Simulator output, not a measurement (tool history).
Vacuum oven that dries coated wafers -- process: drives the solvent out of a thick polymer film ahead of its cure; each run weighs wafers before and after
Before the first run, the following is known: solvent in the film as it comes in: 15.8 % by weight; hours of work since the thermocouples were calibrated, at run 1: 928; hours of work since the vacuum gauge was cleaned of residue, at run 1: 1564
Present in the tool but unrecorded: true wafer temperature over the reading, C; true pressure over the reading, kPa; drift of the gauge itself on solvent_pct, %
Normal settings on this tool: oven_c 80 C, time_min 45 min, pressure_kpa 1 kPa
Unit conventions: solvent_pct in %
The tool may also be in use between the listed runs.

run,hour,oven_c,time_min,pressure_kpa,hours of work since the thermocouples were calibrated,hours of work since the vacuum gauge was cleaned of residue,solvent_pct
1,0,80,45,1,928,1564,3.65
2,66.9,80,45,1,969,1605,3.53
3,144.4,80,45,1,1016,1653,3.7
4,224.9,80,45,1,1066,1702,3.62
5,295.7,80,45,1,1109,1746,3.56
# hour 363.7: oven's thermocouples calibrated
6,363.7,80,45,1,0,1786,3.87
7,416.4,80,45,1,32,1818,3.9
8,492.7,80,45,1,79,1865,3.78
9,544,80,45,1,111,1897,3.76
10,648.3,80,45,1,175,1961,3.89
11,729.9,80,45,1,225,2011,3.74
12,789.5,85,45,1,262,2048,2.77
13,859.2,85,45,1,304,2090,2.76
14,927.3,87,43,1,346,2132,2.62
15,1019,79,45,1,402,2189,3.87
16,1102.6,82,38,0.83,454,2240,4.05
17,1179.5,82,22,1.05,501,2287,6.51
18,1264.3,78,70,0.64,553,2339,2.29
19,1354.9,91,70,3.02,609,2395,1.13
20,1442.1,91,70,3.02,662,2449,1.17
21,1509.6,70,61,1.65,704,2490,4.7
22,1572.1,83,45,0.55,742,2528,2.96
23,1670.7,83,45,0.55,803,2589,2.94
24,1743.5,69,45,0.9,848,2634,6.07
25,1804.1,69,45,0.9,885,2671,6.03

Here are 4 independent what-if runs from the current tool condition. What would each one return?
A,1883.9,76,44,1,934,2720,?
B,1883.9,69,45,0.58,934,2720,?
C,1883.9,69,45,3.23,934,2720,?
D,1883.9,74,27,1.88,934,2720,?

run,solvent_pct
A,4.59
B,5.89
C,6.67
D,7.4
Stripped of hidden state, with their random variation kept, the same runs would have yielded:
run,solvent_pct
A,4.78
B,6.06
C,6.87
D,7.58
